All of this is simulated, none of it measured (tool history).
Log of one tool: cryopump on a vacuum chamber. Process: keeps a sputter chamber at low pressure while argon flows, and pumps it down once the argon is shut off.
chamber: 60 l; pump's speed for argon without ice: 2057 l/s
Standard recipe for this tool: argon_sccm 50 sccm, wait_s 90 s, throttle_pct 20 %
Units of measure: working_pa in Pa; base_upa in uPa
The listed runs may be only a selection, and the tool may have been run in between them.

run,hour,argon_sccm,wait_s,throttle_pct,working_pa,base_upa
1,0.0,50,90,20,0.2093,2.38
2,18.5,50,90,20,0.2109,2.37
3,45.5,50,53,20,0.2100,1.24
4,66.6,50,53,20,0.2115,1.31
5,89.9,50,53,20,0.2110,1.30
6,114.4,50,53,20,0.2113,1.28
7,137.2,50,90,20,0.2102,0.90
8,170.9,50,90,20,0.2123,0.92
9,200.1,50,90,20,0.2103,0.93
10,216.1,82,90,20,0.3473,0.88
11,248.9,82,90,20,0.3467,0.93
12,278.0,82,90,20,0.3504,0.92
13,307.5,82,90,20,0.3505,0.94
14,323.4,82,90,20,0.3500,0.94
15,357.0,82,90,20,0.3519,0.98
16,373.3,82,90,20,0.3470,0.99
17,389.8,82,96,20,0.3504,0.92
18,412.2,50,136,20,0.2135,0.85
19,446.8,29,136,20,0.1243,0.81
20,465.2,50,90,54,0.0844,0.98
21,503.4,84,90,23,0.3144,1.06
22,532.5,68,90,23,0.2568,1.03
23,557.0,59,109,23,0.2206,1.00
24,583.6,59,109,23,0.2229,1.00
25,617.5,59,109,23,0.2215,1.02
26,645.8,54,157,20,0.2342,0.85
27,669.6,54,157,20,0.2351,0.81
28,689.5,54,157,20,0.2317,0.84
29,724.0,57,31,28,0.1806,2.38
30,746.6,50,71,57,0.0834,1.40
31,776.8,50,71,57,0.0851,1.34
32,814.4,50,71,57,0.0841,1.36
33,833.3,50,97,40,0.1163,1.20
34,854.8,50,97,40,0.1147,1.17
35,875.6,50,97,40,0.1150,1.24

Missing from the log above: 1 entry noted between runs. For each, name the pair of listed runs it sits between and say how the tool's hidden condition differs from the listed run just before to the listed run just after:
After run 2, before run 3: leaking fittings of the chamber tightened, without venting (hour 43.8)
  pump's speed, % of a pump's without ice: 90.4 -> 90; cold plate's temperature, K: 12.23 -> 12.24; leak into the chamber, uPa l/s: 3193 -> 371
  measured result minus the result with no hidden state, working_pa: +0.0046 -> +0.0048 Pa; base_upa: +1.57 -> +0.05 uPa
